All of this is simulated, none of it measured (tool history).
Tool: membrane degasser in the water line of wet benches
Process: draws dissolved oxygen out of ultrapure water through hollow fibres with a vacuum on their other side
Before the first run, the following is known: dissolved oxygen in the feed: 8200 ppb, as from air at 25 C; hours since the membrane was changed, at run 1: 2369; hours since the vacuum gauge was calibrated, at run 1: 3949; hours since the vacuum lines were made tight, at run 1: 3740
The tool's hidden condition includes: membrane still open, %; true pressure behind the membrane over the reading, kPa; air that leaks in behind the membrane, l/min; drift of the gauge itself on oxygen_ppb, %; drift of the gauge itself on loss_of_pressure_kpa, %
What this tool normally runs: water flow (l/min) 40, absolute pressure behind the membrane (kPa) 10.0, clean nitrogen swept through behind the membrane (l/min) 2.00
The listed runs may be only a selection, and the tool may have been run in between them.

run,hour,water flow (l/min),absolute pressure behind the membrane (kPa),clean nitrogen swept through behind the membrane (l/min),hours since the membrane was changed,hours since the vacuum gauge was calibrated,hours since the vacuum lines were made tight,dissolved oxygen in the water behind the degasser (ppb),pressure that the water loses in the fibres (kPa)
1,0.0,40,10.0,2.00,2369,3949,3740,305.2,53.74
2,34.5,40,10.0,2.00,2403,3984,3775,305.2,54.02
3,84.6,40,10.0,2.00,2454,4034,3825,302.1,54.21
4,139.2,40,14.6,2.00,2508,4089,3879,494.5,54.05
5,220.8,40,10.0,2.00,2590,4170,3961,306.5,53.79
6,273.2,40,10.0,2.00,2642,4223,4013,305.5,54.12
7,312.3,40,10.0,2.00,2681,4262,4052,303.5,53.91
8,373.0,40,10.0,2.00,2742,4322,4113,306.3,54.19
9,446.6,40,10.0,2.00,2816,4396,4187,304.5,54.05
10,516.1,39,10.0,2.00,2885,4466,4256,300.3,52.63
11,576.0,39,10.0,2.00,2945,4526,4316,297.7,52.79
12,659.2,39,10.0,2.00,3028,4609,4399,295.8,52.89
13,741.5,40,10.0,2.14,3110,4691,4482,288.8,54.22
14,814.6,40,24.8,2.14,3184,4764,4555,841.2,54.50
15,876.9,40,24.8,2.14,3246,4826,4617,835.5,54.68
16,923.1,40,24.8,2.14,3292,4873,4663,837.8,54.23
17,1006.2,24,24.8,2.14,3375,4956,4746,542.3,32.53
18,1073.2,44,9.7,5.64,3442,5023,4813,130.1,59.44
19,1141.8,50,6.5,3.04,3511,5091,4882,137.8,67.69
# hour 1173.9: vacuum gauge calibrated
20,1222.1,38,11.3,3.04,3591,48,4962,231.6,51.50
21,1284.9,45,10.0,2.00,3653,111,5024,329.5,61.08
22,1355.4,28,15.8,0.96,3724,182,5095,723.9,38.24
23,1421.9,52,24.9,3.93,3790,248,5161,633.4,70.22
24,1506.2,40,14.6,2.00,3875,332,5246,484.1,54.64
25,1586.2,29,14.8,2.38,3955,412,5326,320.5,39.36
26,1624.6,30,10.0,1.63,3993,451,5364,275.3,40.84
27,1683.8,50,7.3,2.76,4052,510,5423,174.0,67.91
28,1758.9,27,10.0,5.20,4127,585,5499,87.0,36.54
29,1826.4,36,7.1,0.85,4195,652,5566,322.2,49.20
30,1909.4,36,8.0,2.11,4278,735,5649,186.5,48.68
31,1980.4,35,11.6,2.64,4349,806,5720,255.6,47.69
32,2053.1,56,8.2,2.64,4422,879,5793,244.7,76.79

Consider 3 possible next runs. They are alternatives, not a sequence: every one starts from the tool as it was left by run 32. What does each give?
A,2135.3,51,24.0,3.01,4504,961,5875,?,?
B,2135.3,48,9.1,2.00,4504,961,5875,?,?
C,2135.3,39,18.4,1.72,4504,961,5875,?,?

run,dissolved oxygen in the water behind the degasser (ppb),pressure that the water loses in the fibres (kPa)
A,744.9,69.78
B,309.5,65.25
C,713.6,53.02
With the hidden condition removed and each run's random variation left untouched, the same runs would have given:
run,dissolved oxygen in the water behind the degasser (ppb),pressure that the water loses in the fibres (kPa)
A,740.5,68.23
B,307.8,63.80
C,710.1,51.84
